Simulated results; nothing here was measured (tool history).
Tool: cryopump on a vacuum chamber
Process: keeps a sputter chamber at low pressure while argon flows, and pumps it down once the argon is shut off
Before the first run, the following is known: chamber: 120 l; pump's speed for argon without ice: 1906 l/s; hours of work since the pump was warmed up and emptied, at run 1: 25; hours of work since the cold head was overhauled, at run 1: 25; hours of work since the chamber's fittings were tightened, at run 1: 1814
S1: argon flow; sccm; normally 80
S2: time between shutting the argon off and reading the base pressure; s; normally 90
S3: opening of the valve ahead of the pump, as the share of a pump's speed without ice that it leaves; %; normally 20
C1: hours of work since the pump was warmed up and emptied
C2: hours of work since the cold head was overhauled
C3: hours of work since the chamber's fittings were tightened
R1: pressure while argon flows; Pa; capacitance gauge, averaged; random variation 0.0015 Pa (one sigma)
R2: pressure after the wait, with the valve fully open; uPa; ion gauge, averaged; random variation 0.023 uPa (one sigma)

run,hour,S1,S2,S3,C1,C2,C3,R1,R2
1,0.0,80,90,20,25,25,1814,0.3582,2.32
2,30.9,80,90,20,41,41,1830,0.3561,2.48
3,63.7,80,90,20,58,58,1847,0.3561,2.41
4,107.1,80,90,20,81,81,1870,0.3561,2.46
5,154.4,80,90,20,106,106,1895,0.3578,2.52
6,204.9,80,90,20,133,133,1922,0.3569,2.55
7,249.2,80,90,20,157,157,1945,0.3578,2.56
8,296.7,80,90,20,182,182,1970,0.3591,2.60
9,337.7,80,90,20,203,203,1992,0.3567,2.61
10,384.4,72,90,20,228,228,2017,0.3228,2.55
11,440.8,142,90,36,258,258,2047,0.3613,2.70

For run 12, what comes out?
12,496.1,142,90,36,287,287,2076,?,?

{"run 12": {"R1": 0.3611, "R2": 2.77}}
Without the tool's hidden state the same run would have given R1 0.3512 Pa, R2 0.77 uPa.
